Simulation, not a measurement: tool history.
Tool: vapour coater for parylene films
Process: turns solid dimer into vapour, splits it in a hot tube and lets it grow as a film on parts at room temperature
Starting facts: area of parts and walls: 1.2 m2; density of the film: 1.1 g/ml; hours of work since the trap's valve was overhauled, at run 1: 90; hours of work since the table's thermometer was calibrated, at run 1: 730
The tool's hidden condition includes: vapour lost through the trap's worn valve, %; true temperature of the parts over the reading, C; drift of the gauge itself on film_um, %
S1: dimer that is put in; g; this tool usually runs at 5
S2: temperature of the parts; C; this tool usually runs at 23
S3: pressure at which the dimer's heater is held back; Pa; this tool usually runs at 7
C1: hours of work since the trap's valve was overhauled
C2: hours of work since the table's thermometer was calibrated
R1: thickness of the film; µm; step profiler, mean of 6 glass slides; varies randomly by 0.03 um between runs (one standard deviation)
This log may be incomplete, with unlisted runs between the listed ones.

{"run": 1, "day": 0.0, "S1": 5, "S2": 23, "S3": 7, "C1": 90, "C2": 730, "R1": 2.54}
{"run": 2, "day": 1.562, "S1": 5, "S2": 23, "S3": 7, "C1": 107, "C2": 747, "R1": 2.49}
{"run": 3, "day": 2.429, "S1": 5, "S2": 23, "S3": 7, "C1": 117, "C2": 757, "R1": 2.54}
{"run": 4, "day": 3.729, "S1": 5, "S2": 16, "S3": 7, "C1": 131, "C2": 771, "R1": 3.28}
{"run": 5, "day": 5.033, "S1": 7, "S2": 23, "S3": 7, "C1": 146, "C2": 786, "R1": 3.47}
{"run": 6, "day": 6.704, "S1": 7, "S2": 23, "S3": 7, "C1": 164, "C2": 804, "R1": 3.43}
{"run": 7, "day": 8.396, "S1": 7, "S2": 23, "S3": 7, "C1": 183, "C2": 823, "R1": 3.43}
{"run": 8, "day": 10.092, "S1": 7, "S2": 23, "S3": 7, "C1": 201, "C2": 841, "R1": 3.32}
{"run": 9, "day": 12.058, "S1": 7, "S2": 23, "S3": 7, "C1": 223, "C2": 863, "R1": 3.3}
{"day": 13.512, "done": "trap's valve overhauled"}
{"run": 10, "day": 13.571, "S1": 3, "S2": 23, "S3": 7, "C1": 1, "C2": 878, "R1": 1.62}
{"run": 11, "day": 15.471, "S1": 5, "S2": 19, "S3": 7, "C1": 22, "C2": 899, "R1": 3.17}
{"run": 12, "day": 16.988, "S1": 5, "S2": 19, "S3": 2.14, "C1": 38, "C2": 916, "R1": 3.63}
{"run": 13, "day": 18.55, "S1": 5, "S2": 19, "S3": 2.14, "C1": 56, "C2": 933, "R1": 3.6}
{"run": 14, "day": 19.567, "S1": 5, "S2": 27, "S3": 7, "C1": 67, "C2": 944, "R1": 2.23}
{"run": 15, "day": 21.15, "S1": 5, "S2": 27, "S3": 7, "C1": 84, "C2": 962, "R1": 2.2}
{"run": 16, "day": 22.1, "S1": 5, "S2": 27, "S3": 7, "C1": 95, "C2": 972, "R1": 2.16}
{"run": 17, "day": 24.088, "S1": 5, "S2": 23, "S3": 7, "C1": 117, "C2": 994, "R1": 2.56}
{"run": 18, "day": 25.425, "S1": 5, "S2": 23, "S3": 4.86, "C1": 132, "C2": 1009, "R1": 2.68}
{"run": 19, "day": 26.392, "S1": 5, "S2": 23, "S3": 10.37, "C1": 142, "C2": 1020, "R1": 2.28}
{"run": 20, "day": 27.817, "S1": 5, "S2": 23, "S3": 4.54, "C1": 158, "C2": 1035, "R1": 2.68}
{"run": 21, "day": 29.188, "S1": 5, "S2": 23, "S3": 2.72, "C1": 173, "C2": 1051, "R1": 2.88}
{"run": 22, "day": 30.375, "S1": 5, "S2": 23, "S3": 2.72, "C1": 186, "C2": 1064, "R1": 2.88}
{"run": 23, "day": 31.275, "S1": 3, "S2": 23, "S3": 2.72, "C1": 196, "C2": 1074, "R1": 1.67}
{"run": 24, "day": 32.842, "S1": 3, "S2": 23, "S3": 2.72, "C1": 214, "C2": 1091, "R1": 1.74}
{"run": 25, "day": 34.329, "S1": 2, "S2": 23, "S3": 7, "C1": 230, "C2": 1107, "R1": 0.93}
{"day": 35.117, "done": "trap's valve overhauled"}
{"run": 26, "day": 35.312, "S1": 8, "S2": 23, "S3": 6.41, "C1": 2, "C2": 1116, "R1": 4.38}
{"run": 27, "day": 36.546, "S1": 4, "S2": 24, "S3": 9.56, "C1": 16, "C2": 1130, "R1": 1.97}
{"run": 28, "day": 38.362, "S1": 8, "S2": 23, "S3": 7, "C1": 36, "C2": 1150, "R1": 4.22}
{"run": 29, "day": 39.242, "S1": 7, "S2": 23, "S3": 4.89, "C1": 46, "C2": 1160, "R1": 3.95}
{"run": 30, "day": 40.804, "S1": 6, "S2": 20, "S3": 6.64, "C1": 63, "C2": 1177, "R1": 3.54}
{"run": 31, "day": 42.058, "S1": 6, "S2": 20, "S3": 6.64, "C1": 77, "C2": 1191, "R1": 3.53}
{"run": 32, "day": 44.033, "S1": 7, "S2": 16, "S3": 6.64, "C1": 99, "C2": 1213, "R1": 4.7}
{"run": 33, "day": 46.021, "S1": 2, "S2": 23, "S3": 4.9, "C1": 120, "C2": 1235, "R1": 1.1}
{"run": 34, "day": 47.55, "S1": 5, "S2": 15, "S3": 4.41, "C1": 137, "C2": 1252, "R1": 3.37}
{"run": 35, "day": 49.321, "S1": 4, "S2": 27, "S3": 2.57, "C1": 157, "C2": 1271, "R1": 2.03}
{"run": 36, "day": 50.229, "S1": 3, "S2": 27, "S3": 2.33, "C1": 167, "C2": 1281, "R1": 1.52}
{"run": 37, "day": 51.642, "S1": 9, "S2": 19, "S3": 2.26, "C1": 183, "C2": 1297, "R1": 5.97}
{"run": 38, "day": 53.342, "S1": 5, "S2": 23, "S3": 7.37, "C1": 201, "C2": 1316, "R1": 2.35}
{"run": 39, "day": 54.354, "S1": 5, "S2": 23, "S3": 7.37, "C1": 213, "C2": 1327, "R1": 2.39}
{"run": 40, "day": 56.371, "S1": 4, "S2": 16, "S3": 11.53, "C1": 235, "C2": 1349, "R1": 2.29}
{"day": 56.683, "done": "trap's valve overhauled"}
{"run": 41, "day": 58.367, "S1": 4, "S2": 16, "S3": 11.53, "C1": 19, "C2": 1369, "R1": 2.57}
{"run": 42, "day": 59.779, "S1": 5, "S2": 27, "S3": 4.44, "C1": 34, "C2": 1385, "R1": 2.42}
{"run": 43, "day": 60.592, "S1": 5, "S2": 21, "S3": 4.44, "C1": 43, "C2": 1394, "R1": 3.07}
{"run": 44, "day": 61.746, "S1": 2, "S2": 16, "S3": 7, "C1": 56, "C2": 1407, "R1": 1.41}
{"run": 45, "day": 63.071, "S1": 3, "S2": 15, "S3": 7.5, "C1": 71, "C2": 1421, "R1": 2.1}
{"run": 46, "day": 64.721, "S1": 2, "S2": 31, "S3": 8.51, "C1": 89, "C2": 1440, "R1": 0.72}
{"run": 47, "day": 65.629, "S1": 3, "S2": 18, "S3": 3.29, "C1": 99, "C2": 1450, "R1": 2.11}

Run by run, hidden condition taken away, random variation retained:
run=1 R1=2.74
run=2 R1=2.72
run=3 R1=2.79
run=4 R1=3.64
run=5 R1=3.89
run=6 R1=3.89
run=7 R1=3.93
run=8 R1=3.87
run=9 R1=3.89
run=10 R1=1.66
run=11 R1=3.27
run=12 R1=3.72
run=13 R1=3.72
run=14 R1=2.37
run=15 R1=2.35
run=16 R1=2.34
run=17 R1=2.81
run=18 R1=2.96
run=19 R1=2.54
run=20 R1=3
run=21 R1=3.27
run=22 R1=3.3
run=23 R1=1.93
run=24 R1=2.03
run=25 R1=1.1
run=26 R1=4.5
run=27 R1=2.04
run=28 R1=4.43
run=29 R1=4.16
run=30 R1=3.78
run=31 R1=3.79
run=32 R1=5.12
run=33 R1=1.22
run=34 R1=3.67
run=35 R1=2.3
run=36 R1=1.73
run=37 R1=6.72
run=38 R1=2.75
run=39 R1=2.8
run=40 R1=2.73
run=41 R1=2.68
run=42 R1=2.54
run=43 R1=3.25
run=44 R1=1.5
run=45 R1=2.23
run=46 R1=0.78
run=47 R1=2.24

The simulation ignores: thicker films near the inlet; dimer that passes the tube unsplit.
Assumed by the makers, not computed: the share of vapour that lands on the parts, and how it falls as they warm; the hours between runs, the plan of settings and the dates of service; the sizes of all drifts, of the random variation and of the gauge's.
